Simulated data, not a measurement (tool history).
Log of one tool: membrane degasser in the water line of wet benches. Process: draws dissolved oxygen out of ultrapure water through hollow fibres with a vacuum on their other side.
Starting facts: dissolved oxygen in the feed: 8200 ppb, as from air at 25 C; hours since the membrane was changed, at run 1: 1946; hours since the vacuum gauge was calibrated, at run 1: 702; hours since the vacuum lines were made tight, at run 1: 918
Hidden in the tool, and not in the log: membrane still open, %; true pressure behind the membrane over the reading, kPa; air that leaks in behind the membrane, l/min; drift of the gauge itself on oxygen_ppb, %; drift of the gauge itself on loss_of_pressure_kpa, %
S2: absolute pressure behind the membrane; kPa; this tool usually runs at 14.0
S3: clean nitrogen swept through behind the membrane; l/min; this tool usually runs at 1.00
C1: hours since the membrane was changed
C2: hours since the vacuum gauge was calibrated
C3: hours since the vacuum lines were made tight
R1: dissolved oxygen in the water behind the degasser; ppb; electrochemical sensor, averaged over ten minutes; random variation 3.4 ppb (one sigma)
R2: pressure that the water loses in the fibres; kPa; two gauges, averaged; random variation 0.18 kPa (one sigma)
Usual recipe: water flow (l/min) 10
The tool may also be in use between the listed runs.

Run 1, day 0.000: usual settings; C1 1946; C2 702; C3 918. Result: R1 335.7 ppb, R2 32.54 kPa.
Run 2, day 4.608: usual settings; C1 2057; C2 813; C3 1029. Result: R1 343.9 ppb, R2 32.33 kPa.
Run 3, day 7.333: usual settings but S3 1.54 l/min; C1 2122; C2 878; C3 1094. Result: R1 257.0 ppb, R2 32.07 kPa.
Run 4, day 10.946: usual settings but water flow (l/min) 13; C1 2209; C2 965; C3 1181. Result: R1 530.4 ppb, R2 42.12 kPa.
Run 5, day 16.471: usual settings but S3 2.49 l/min; C1 2341; C2 1097; C3 1313. Result: R1 197.9 ppb, R2 32.40 kPa.
Run 6, day 21.371: usual settings but S3 2.49 l/min; C1 2459; C2 1215; C3 1431. Result: R1 197.6 ppb, R2 32.67 kPa.
Run 7, day 23.725: usual settings but water flow (l/min) 7; C1 2515; C2 1271; C3 1488. Result: R1 206.0 ppb, R2 22.96 kPa.
Run 8, day 27.796: usual settings; C1 2613; C2 1369; C3 1585. Result: R1 337.6 ppb, R2 32.27 kPa.
Run 9, day 31.717: usual settings; C1 2707; C2 1463; C3 1679. Result: R1 343.9 ppb, R2 32.70 kPa.
Run 10, day 34.692: usual settings; C1 2779; C2 1535; C3 1751. Result: R1 342.5 ppb, R2 32.83 kPa.
Run 11, day 40.467: usual settings; C1 2917; C2 1673; C3 1889. Result: R1 341.9 ppb, R2 32.93 kPa.
Run 12, day 46.221: usual settings; C1 3055; C2 1811; C3 2027. Result: R1 345.8 ppb, R2 32.60 kPa.
Run 13, day 50.304: usual settings but S2 11.3 kPa; C1 3153; C2 1909; C3 2125. Result: R1 282.6 ppb, R2 32.64 kPa.
Run 14, day 53.979: usual settings but S2 11.3 kPa; C1 3242; C2 1997; C3 2214. Result: R1 281.5 ppb, R2 32.55 kPa.
Run 15, day 58.100: usual settings but water flow (l/min) 11, S2 11.3 kPa; C1 3340; C2 2096; C3 2313. Result: R1 335.8 ppb, R2 36.12 kPa.
Run 16, day 62.042: usual settings but S3 2.80 l/min; C1 3435; C2 2191; C3 2407. Result: R1 190.3 ppb, R2 32.60 kPa.
Run 17, day 66.288: usual settings but S3 2.80 l/min; C1 3537; C2 2293; C3 2509. Result: R1 190.9 ppb, R2 32.52 kPa.
Run 18, day 72.017: usual settings but water flow (l/min) 6, S2 11.4 kPa, S3 0.93 l/min; C1 3674; C2 2430; C3 2647. Result: R1 140.7 ppb, R2 19.85 kPa.
Run 19, day 76.583: usual settings but water flow (l/min) 6, S2 11.6 kPa, S3 1.61 l/min; C1 3784; C2 2540; C3 2756. Result: R1 91.6 ppb, R2 19.44 kPa.
Run 20, day 79.083: usual settings but S3 0.43 l/min; C1 3844; C2 2600; C3 2816. Result: R1 612.4 ppb, R2 32.93 kPa.
Run 21, day 84.121: usual settings but water flow (l/min) 12, S2 14.7 kPa, S3 2.36 l/min; C1 3965; C2 2721; C3 2937. Result: R1 314.9 ppb, R2 39.38 kPa.
Run 22, day 88.962: usual settings but water flow (l/min) 6, S2 19.4 kPa, S3 0.42 l/min; C1 4081; C2 2837; C3 3053. Result: R1 521.4 ppb, R2 19.60 kPa.
Run 23, day 92.521: usual settings but water flow (l/min) 14, S2 12.9 kPa, S3 1.50 l/min; C1 4167; C2 2923; C3 3139. Result: R1 469.8 ppb, R2 45.73 kPa.
Run 24, day 97.088: usual settings but water flow (l/min) 14, S2 25.5 kPa, S3 0.96 l/min; C1 4276; C2 3032; C3 3248. Result: R1 928.8 ppb, R2 45.82 kPa.
Run 25, day 102.067: usual settings but water flow (l/min) 14, S2 25.5 kPa, S3 0.96 l/min; C1 4396; C2 3152; C3 3368. Result: R1 928.1 ppb, R2 45.93 kPa.
Run 26, day 105.692: usual settings but water flow (l/min) 14, S2 25.5 kPa, S3 0.96 l/min; C1 4483; C2 3239; C3 3455. Result: R1 918.8 ppb, R2 45.60 kPa.
Run 27, day 110.712: usual settings but water flow (l/min) 7; C1 4603; C2 3359; C3 3575. Result: R1 207.3 ppb, R2 22.73 kPa.
Run 28, day 116.300: usual settings but water flow (l/min) 7, S2 34.6 kPa, S3 1.13 l/min; C1 4737; C2 3493; C3 3709. Result: R1 490.0 ppb, R2 23.17 kPa.
Run 29, day 119.933: usual settings but water flow (l/min) 7, S2 34.6 kPa, S3 1.81 l/min; C1 4824; C2 3580; C3 3797. Result: R1 323.2 ppb, R2 22.93 kPa.
Run 30, day 124.700: usual settings but water flow (l/min) 7, S2 21.4 kPa, S3 1.81 l/min; C1 4939; C2 3695; C3 3911. Result: R1 201.3 ppb, R2 22.94 kPa.
Run 31, day 127.121: usual settings but S2 33.9 kPa; C1 4997; C2 3753; C3 3969. Result: R1 772.8 ppb, R2 32.54 kPa.
Run 32, day 129.779: usual settings but S3 0.90 l/min; C1 5061; C2 3817; C3 4033. Result: R1 375.1 ppb, R2 32.81 kPa.

4 options for the next run, each taken on its own from the tool as it stands now. Forecast them:
Run A, day 132.758: usual settings but water flow (l/min) 8, S3 1.13 l/min; C1 5132; C2 3888; C3 4104. Result: R1 ?, R2 ?.
Run B, day 132.758: usual settings but water flow (l/min) 13, S2 13.4 kPa, S3 0.90 l/min; C1 5132; C2 3888; C3 4104. Result: R1 ?, R2 ?.
Run C, day 132.758: usual settings but S2 29.7 kPa, S3 0.88 l/min; C1 5132; C2 3888; C3 4104. Result: R1 ?, R2 ?.
Run D, day 132.758: usual settings but water flow (l/min) 7, S2 11.1 kPa, S3 2.08 l/min; C1 5132; C2 3888; C3 4104. Result: R1 ?, R2 ?.

run     R1     R2
  A  228.1  26.44
  B  539.2  42.78
  C  757.6  32.79
  D   90.5  22.98
Stripped of hidden state, with their random variation kept, the same runs would have yielded:
run     R1     R2
  A  217.3  26.01
  B  519.4  42.08
  C  734.6  32.25
  D   84.9  22.60

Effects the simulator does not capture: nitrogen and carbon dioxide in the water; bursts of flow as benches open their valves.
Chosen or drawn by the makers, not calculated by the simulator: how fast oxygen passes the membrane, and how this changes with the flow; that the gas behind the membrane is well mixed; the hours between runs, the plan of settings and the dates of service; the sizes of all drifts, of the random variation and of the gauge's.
